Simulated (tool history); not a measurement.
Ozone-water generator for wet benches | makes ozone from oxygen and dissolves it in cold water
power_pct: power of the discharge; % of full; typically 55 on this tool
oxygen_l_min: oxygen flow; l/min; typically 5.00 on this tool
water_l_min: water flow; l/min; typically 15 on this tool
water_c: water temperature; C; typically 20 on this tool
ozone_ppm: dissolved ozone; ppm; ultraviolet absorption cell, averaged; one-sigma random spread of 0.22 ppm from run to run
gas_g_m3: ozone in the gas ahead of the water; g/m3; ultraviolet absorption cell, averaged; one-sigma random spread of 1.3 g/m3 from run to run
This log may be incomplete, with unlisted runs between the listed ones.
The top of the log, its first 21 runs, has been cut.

run,hour,power_pct,oxygen_l_min,water_l_min,water_c,ozone_ppm,gas_g_m3
22,1036.5,75,6.49,15,17,35.1,237.5
# hour 1044.4: contactor cleaned
23,1071.8,55,3.21,15,12,31.9,304.8
24,1111.1,55,3.21,15,12,31.9,301.9
25,1151.0,55,3.21,15,12,32.0,303.7
26,1205.2,55,3.21,15,12,31.7,305.5
27,1257.9,48,5.71,16,22,23.5,197.9
28,1311.1,44,3.03,11,13,36.3,278.3
29,1351.8,44,3.03,11,18,33.8,277.2
30,1384.4,44,3.03,15,18,26.2,274.9
31,1445.9,46,6.81,15,18,24.6,175.5
# hour 1475.9: contactor cleaned, once more
32,1480.6,44,5.00,15,20,27.2,205.7

Below are 5 alternative next runs, each starting from the tool's condition after run 32. Predict each:
A,1551.3,45,3.54,15,26,?,?
B,1551.3,44,6.34,16,19,?,?
C,1551.3,44,5.00,15,19,?,?
D,1551.3,44,5.43,15,13,?,?
E,1551.3,55,5.00,15,13,?,?

run,ozone_ppm,gas_g_m3
A,26.1,256.6
B,25.5,177.3
C,27.9,206.2
D,30.3,195.6
E,34.2,230.4
Stripped of hidden state, with their random variation kept, the same runs would have yielded:
run,ozone_ppm,gas_g_m3
A,27.0,264.3
B,26.3,182.5
C,28.8,212.3
D,31.2,201.4
E,35.5,238.4
